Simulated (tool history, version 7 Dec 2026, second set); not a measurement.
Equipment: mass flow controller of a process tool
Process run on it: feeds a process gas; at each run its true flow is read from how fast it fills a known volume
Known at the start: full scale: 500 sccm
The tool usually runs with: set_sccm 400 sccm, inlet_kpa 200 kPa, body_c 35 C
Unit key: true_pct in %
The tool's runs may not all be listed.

| run | hour | set_sccm | inlet_kpa | body_c | true_pct |
|---|---|---|---|---|---|
| 1 | 0.0 | 400 | 200 | 35 | 98.39 |
| 2 | 102.0 | 400 | 200 | 35 | 98.28 |
| 3 | 257.2 | 400 | 200 | 35 | 98.22 |
| 4 | 418.8 | 400 | 200 | 35 | 98.22 |
| 5 | 585.3 | 400 | 200 | 35 | 98.15 |
| 6 | 721.5 | 400 | 200 | 35 | 97.97 |
| 7 | 802.4 | 400 | 200 | 31 | 98.25 |
| 8 | 950.8 | 400 | 200 | 31 | 98.29 |
| 9 | 1027.6 | 400 | 197 | 31 | 98.26 |
| 10 | 1192.2 | 400 | 197 | 31 | 98.35 |
| 11 | 1355.5 | 400 | 200 | 30 | 98.26 |
| 12 | 1512.9 | 400 | 200 | 30 | 98.34 |
| 13 | 1614.4 | 400 | 200 | 30 | 98.35 |
| 14 | 1683.0 | 400 | 200 | 30 | 98.14 |
| 15 | 1797.6 | 400 | 175 | 35 | 97.89 |
| 16 | 1870.5 | 83 | 200 | 35 | 99.49 |
| 17 | 1982.6 | 83 | 200 | 35 | 99.55 |
| 18 | 2130.1 | 83 | 200 | 35 | 99.42 |
| 19 | 2277.2 | 83 | 200 | 35 | 99.59 |
| 20 | 2427.2 | 140 | 148 | 39 | 97.67 |
| 21 | 2579.2 | 140 | 148 | 39 | 97.59 |
| 22 | 2694.2 | 400 | 267 | 35 | 97.72 |
| 23 | 2837.4 | 473 | 200 | 30 | 98.21 |
| 24 | 2965.5 | 473 | 200 | 30 | 98.22 |
| 25 | 3071.1 | 112 | 247 | 40 | 98.60 |

Estimate the outcome of run 26 from the log above:
| 26 | 3227.3 | 167 | 271 | 27 | ? |

For run 26 the tool returned true_pct 98.50 %.
With no hidden state in the tool, this same run would have given true_pct 98.08 %.
